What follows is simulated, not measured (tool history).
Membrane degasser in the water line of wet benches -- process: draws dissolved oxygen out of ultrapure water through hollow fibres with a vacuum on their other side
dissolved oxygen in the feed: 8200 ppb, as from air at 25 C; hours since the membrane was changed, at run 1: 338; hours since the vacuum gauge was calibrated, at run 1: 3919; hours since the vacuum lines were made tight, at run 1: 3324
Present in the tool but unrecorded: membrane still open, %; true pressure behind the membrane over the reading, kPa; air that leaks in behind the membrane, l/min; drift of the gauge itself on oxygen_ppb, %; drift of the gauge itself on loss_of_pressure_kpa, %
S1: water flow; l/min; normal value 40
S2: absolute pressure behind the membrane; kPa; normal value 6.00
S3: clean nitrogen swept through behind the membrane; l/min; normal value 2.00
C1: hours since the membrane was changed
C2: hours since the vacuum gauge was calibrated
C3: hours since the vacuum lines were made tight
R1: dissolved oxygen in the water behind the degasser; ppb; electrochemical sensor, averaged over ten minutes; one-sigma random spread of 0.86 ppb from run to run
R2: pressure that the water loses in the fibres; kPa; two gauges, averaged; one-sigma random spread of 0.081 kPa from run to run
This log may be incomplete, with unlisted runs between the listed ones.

| run | hour | S1 | S2 | S3 | C1 | C2 | C3 | R1 | R2 |
|---|---|---|---|---|---|---|---|---|---|
| 1 | 0.0 | 40 | 6.00 | 2.00 | 338 | 3919 | 3324 | 154.0 | 31.78 |
| 2 | 59.2 | 40 | 4.62 | 2.00 | 397 | 3979 | 3383 | 95.1 | 31.88 |
| 3 | 95.1 | 41 | 6.00 | 2.00 | 433 | 4014 | 3419 | 159.5 | 32.51 |
| 4 | 120.5 | 40 | 6.00 | 2.00 | 459 | 4040 | 3444 | 154.6 | 31.89 |
| 5 | 168.3 | 40 | 6.00 | 1.13 | 507 | 4088 | 3492 | 241.0 | 31.76 |
| 6 | 200.1 | 40 | 6.00 | 1.13 | 538 | 4120 | 3524 | 238.6 | 31.82 |
| 7 | 252.9 | 40 | 11.96 | 1.13 | 591 | 4172 | 3577 | 637.2 | 31.83 |
| 8 | 290.2 | 40 | 11.96 | 1.13 | 628 | 4210 | 3614 | 630.8 | 31.96 |
| 9 | 326.0 | 40 | 6.00 | 1.26 | 664 | 4245 | 3650 | 223.1 | 31.82 |
| 10 | 382.2 | 40 | 6.00 | 1.26 | 720 | 4302 | 3706 | 222.7 | 31.91 |
| 11 | 429.3 | 40 | 10.06 | 1.26 | 768 | 4349 | 3753 | 475.2 | 31.87 |
| 12 | 476.7 | 46 | 10.06 | 1.26 | 815 | 4396 | 3801 | 532.6 | 36.75 |
| 13 | 527.4 | 46 | 10.06 | 1.26 | 866 | 4447 | 3851 | 532.2 | 36.60 |
| 14 | 570.3 | 40 | 6.00 | 0.91 | 909 | 4490 | 3894 | 281.8 | 32.07 |
| 15 | 605.1 | 40 | 6.00 | 0.91 | 943 | 4524 | 3929 | 282.0 | 31.90 |
| 16 | 642.3 | 40 | 5.48 | 2.00 | 981 | 4562 | 3966 | 134.0 | 31.92 |
| 17 | 698.5 | 38 | 5.88 | 2.00 | 1037 | 4618 | 4022 | 144.8 | 30.48 |
| 18 | 747.3 | 40 | 9.09 | 1.13 | 1086 | 4667 | 4071 | 455.3 | 31.75 |
| 19 | 802.1 | 40 | 9.09 | 1.13 | 1140 | 4722 | 4126 | 453.3 | 31.78 |
|  | 825.9 | vacuum gauge calibrated |
| 20 | 863.0 | 41 | 6.00 | 0.83 | 1201 | 37 | 4186 | 280.7 | 32.73 |
| 21 | 920.2 | 28 | 8.99 | 3.90 | 1258 | 94 | 4244 | 105.8 | 22.46 |
| 22 | 973.4 | 28 | 7.55 | 5.38 | 1311 | 147 | 4297 | 62.1 | 22.39 |
| 23 | 1017.7 | 40 | 13.26 | 2.00 | 1355 | 192 | 4341 | 446.4 | 32.05 |
| 24 | 1073.9 | 37 | 8.19 | 5.88 | 1412 | 248 | 4397 | 91.4 | 29.67 |
| 25 | 1132.2 | 37 | 3.80 | 0.98 | 1470 | 306 | 4456 | 64.4 | 29.55 |
| 26 | 1179.7 | 44 | 8.84 | 0.98 | 1517 | 354 | 4503 | 498.3 | 35.31 |
| 27 | 1235.5 | 25 | 6.00 | 2.34 | 1573 | 410 | 4559 | 76.7 | 20.14 |
| 28 | 1272.0 | 25 | 6.00 | 2.34 | 1610 | 446 | 4595 | 77.2 | 20.08 |
| 29 | 1297.9 | 59 | 6.00 | 1.33 | 1636 | 472 | 4621 | 294.5 | 47.26 |
| 30 | 1328.2 | 33 | 6.00 | 2.70 | 1666 | 502 | 4652 | 92.1 | 26.40 |
| 31 | 1357.7 | 35 | 6.00 | 1.36 | 1695 | 532 | 4681 | 168.9 | 28.12 |

Here are 5 independent what-if runs from the current tool condition. What would each one return?
| A | 1406.7 | 44 | 6.00 | 5.84 | 1744 | 581 | 4730 | ? | ? |
| B | 1406.7 | 27 | 6.00 | 3.06 | 1744 | 581 | 4730 | ? | ? |
| C | 1406.7 | 34 | 6.00 | 1.91 | 1744 | 581 | 4730 | ? | ? |
| D | 1406.7 | 62 | 10.61 | 4.08 | 1744 | 581 | 4730 | ? | ? |
| E | 1406.7 | 60 | 9.50 | 1.43 | 1744 | 581 | 4730 | ? | ? |

| run | R1 | R2 |
|---|---|---|
| A | 77.0 | 35.34 |
| B | 67.1 | 21.61 |
| C | 126.6 | 27.35 |
| D | 311.2 | 49.91 |
| E | 555.1 | 47.92 |
With no hidden state in the tool, these same runs would have given:
| run | R1 | R2 |
|---|---|---|
| A | 73.7 | 34.91 |
| B | 64.4 | 21.35 |
| C | 122.4 | 27.02 |
| D | 304.7 | 49.31 |
| E | 547.3 | 47.35 |

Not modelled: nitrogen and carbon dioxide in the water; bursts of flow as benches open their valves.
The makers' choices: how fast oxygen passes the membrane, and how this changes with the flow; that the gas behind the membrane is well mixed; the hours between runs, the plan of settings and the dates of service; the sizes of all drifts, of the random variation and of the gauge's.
